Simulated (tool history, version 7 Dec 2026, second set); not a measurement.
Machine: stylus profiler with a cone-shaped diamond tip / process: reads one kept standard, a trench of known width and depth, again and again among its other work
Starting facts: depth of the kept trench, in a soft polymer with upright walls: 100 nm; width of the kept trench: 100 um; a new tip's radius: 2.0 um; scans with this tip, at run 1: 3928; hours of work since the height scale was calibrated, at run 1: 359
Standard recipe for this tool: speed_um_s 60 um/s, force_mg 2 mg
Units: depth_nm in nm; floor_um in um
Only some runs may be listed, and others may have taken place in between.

run	hour	speed_um_s	force_mg	scans with this tip	hours of work since the height scale was calibrated	depth_nm	floor_um
1	0	60	2	3928	359	100.48	98.33
2	42.6	60	1.65	4215	386	100.36	98.28
3	106	60	1.65	4641	425	100.33	98.29
4	175.8	60	1.65	5112	468	100.36	98.32
5	218.2	60	2	5397	494	100.4	98.34
6	253.5	60	2	5635	516	100.4	98.25
7	292.3	60	2	5897	539	100.36	98.27
8	363.3	59	2	6375	583	100.33	98.24
9	395.4	59	2	6591	603	100.33	98.2
10	460.5	59	2	7030	643	100.3	98.21
11	531.7	59	2	7509	687	100.33	98.17
12	592.7	60	3.24	7920	725	100.53	98.17
13	632.6	60	3.24	8189	749	100.48	98.2
14	683.5	60	2	8532	781	100.22	98.16
15	750.5	60	2	8983	822	100.22	98.16
16	815.2	60	2	9419	862	100.2	98.08
17	845.8	60	2	9625	881	100.21	98.09
18	909.8	60	2	10056	920	100.18	98.04
19	962.4	60	2	10411	952	100.23	98.01
20	1018.6	60	2	10789	987	100.21	98.03
21	1064.8	60	2	11100	1016	100.16	98
22	1105.7	60	2	11376	1041	100.21	98
23	1157.7	60	2	11726	1073	100.1	98.02
24	1198	60	2.06	11998	1098	100.14	97.96
25	1248.6	32	2.92	12338	1129	100.27	98.03
26	1306.6	158	1.04	12729	1165	99.91	97.53
27	1336	19	0.82	12928	1183	99.87	98.01
28	1396.7	19	0.82	13337	1220	99.82	97.97
29	1438.4	19	0.82	13617	1246	99.79	98.01
30	1504.1	15	0.81	14060	1286	99.85	97.98
31	1562.6	15	0.81	14454	1322	99.81	97.97
32	1592.3	15	0.81	14654	1341	99.79	97.99
33	1631.1	21	3.28	14915	1365	100.29	97.94
34	1693.9	21	3.28	15339	1403	100.29	97.91
35	1743	21	3.28	15669	1434	100.27	97.91
# hour 1756.8: height scale calibrated on a step standard
36	1793.6	57	0.69	16006	23	100.2	97.7
37	1859.5	135	2.29	16451	63	100.5	97.64
38	1917.6	70	1.86	16842	99	100.44	97.76
39	1955.7	70	1.86	17099	123	100.49	97.75
40	2018	70	1.86	17518	161	100.43	97.72
41	2073.3	201	1.52	17891	195	100.39	97.36
42	2110.6	227	0.77	18142	218	100.1	96.97
43	2179.8	227	0.77	18608	261	100.16	96.98
44	2252.5	17	1.58	19098	306	100.39	97.82
45	2300.7	17	1.58	19423	335	100.29	97.76
46	2367.7	17	1.02	19874	377	100.17	97.75

The same runs without the tool's hidden state, with the same run-to-run variation:
Hidden conditions of the tool in this case: radius of the tip, um; height scale over the true one, %; drift of the gauge itself on depth_nm, %; drift of the gauge itself on floor_um, %.
run	depth_nm	floor_um
1	100.63	98.59
2	100.52	98.56
3	100.51	98.58
4	100.55	98.64
5	100.6	98.67
6	100.61	98.59
7	100.58	98.62
8	100.57	98.62
9	100.57	98.59
10	100.56	98.62
11	100.6	98.6
12	100.82	98.62
13	100.78	98.66
14	100.54	98.63
15	100.55	98.66
16	100.54	98.6
17	100.57	98.61
18	100.55	98.59
19	100.61	98.57
20	100.6	98.6
21	100.56	98.58
22	100.63	98.6
23	100.53	98.63
24	100.58	98.59
25	100.72	98.67
26	100.37	98.19
27	100.35	98.68
28	100.31	98.65
29	100.29	98.7
30	100.37	98.69
31	100.34	98.7
32	100.32	98.72
33	100.84	98.68
34	100.85	98.68
35	100.84	98.69
36	100.28	98.49
37	100.6	98.45
38	100.55	98.58
39	100.61	98.58
40	100.58	98.57
41	100.54	98.22
42	100.27	97.84
43	100.34	97.87
44	100.59	98.72
45	100.5	98.67
46	100.4	98.68

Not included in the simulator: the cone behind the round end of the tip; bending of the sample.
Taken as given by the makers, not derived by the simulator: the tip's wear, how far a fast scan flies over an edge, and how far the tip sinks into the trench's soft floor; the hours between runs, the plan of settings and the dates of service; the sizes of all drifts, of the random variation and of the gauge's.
